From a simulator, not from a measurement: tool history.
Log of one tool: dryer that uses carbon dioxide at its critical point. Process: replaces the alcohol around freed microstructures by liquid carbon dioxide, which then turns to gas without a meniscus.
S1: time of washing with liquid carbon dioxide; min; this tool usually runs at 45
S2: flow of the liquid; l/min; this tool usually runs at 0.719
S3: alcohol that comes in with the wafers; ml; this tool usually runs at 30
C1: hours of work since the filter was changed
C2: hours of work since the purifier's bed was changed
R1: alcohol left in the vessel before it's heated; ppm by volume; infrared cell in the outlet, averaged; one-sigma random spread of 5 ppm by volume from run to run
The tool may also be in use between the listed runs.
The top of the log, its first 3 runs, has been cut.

Run 4, hour 24.1: usual settings but S2 1.115 l/min; C1 19; C2 53. Result: R1 14 ppm by volume.
Run 5, hour 29: usual settings but S2 1.115 l/min; C1 22; C2 57. Result: R1 22 ppm by volume.
Run 6, hour 35.3: usual settings but S2 1.115 l/min; C1 27; C2 61. Result: R1 17 ppm by volume.
Run 7, hour 39.6: usual settings but S1 71 min; C1 31; C2 65. Result: R1 28 ppm by volume.
Run 8, hour 45.2: usual settings but S1 34 min; C1 35; C2 69. Result: R1 46 ppm by volume.
Run 9, hour 53.7: usual settings but S1 34 min; C1 41; C2 76. Result: R1 59 ppm by volume.
Run 10, hour 58: usual settings but S1 34 min; C1 45; C2 79. Result: R1 55 ppm by volume.
Run 11, hour 64.2: usual settings but S1 34 min; C1 49; C2 84. Result: R1 54 ppm by volume.
Run 12, hour 71.9: usual settings but S1 34 min, S3 96 ml; C1 55; C2 90. Result: R1 144 ppm by volume.
Run 13, hour 76.8: usual settings but S1 34 min, S3 96 ml; C1 59; C2 93. Result: R1 149 ppm by volume.
Run 14, hour 81.5: usual settings but S3 117 ml; C1 63; C2 97. Result: R1 62 ppm by volume.
Run 15, hour 86.5: usual settings but S3 100 ml; C1 67; C2 101. Result: R1 46 ppm by volume.
Run 16, hour 93.5: usual settings but S3 53 ml; C1 72; C2 106. Result: R1 40 ppm by volume.
Run 17, hour 101.6: usual settings but S3 53 ml; C1 78; C2 113. Result: R1 40 ppm by volume.
Run 18, hour 110.4: usual settings; C1 85; C2 119. Result: R1 55 ppm by volume.
Run 19, hour 118.5: usual settings but S2 0.808 l/min; C1 91; C2 126. Result: R1 37 ppm by volume.
Run 20, hour 126.9: usual settings but S2 0.808 l/min; C1 98; C2 132. Result: R1 35 ppm by volume.
Run 21, hour 135.2: usual settings but S2 0.808 l/min; C1 104; C2 138. Result: R1 45 ppm by volume.
Run 22, hour 141.4: usual settings but S2 0.808 l/min; C1 109; C2 143. Result: R1 41 ppm by volume.
Run 23, hour 147.7: usual settings but S2 0.808 l/min; C1 114; C2 148. Result: R1 49 ppm by volume.
Run 24, hour 156.2: usual settings; C1 120; C2 155. Result: R1 48 ppm by volume.
Run 25, hour 165.2: usual settings but S1 67 min, S2 1.207 l/min, S3 26 ml; C1 127; C2 162. Result: R1 43 ppm by volume.

Run 26 has not been measured yet. What should we expect?
Run 26, hour 175.3: usual settings but S1 67 min, S2 1.207 l/min, S3 26 ml; C1 135; C2 169. Result: R1 ?.

R1: 46 ppm by volume
If the tool had no hidden condition, the same run with the same run-to-run variation would have returned R1 10 ppm by volume.
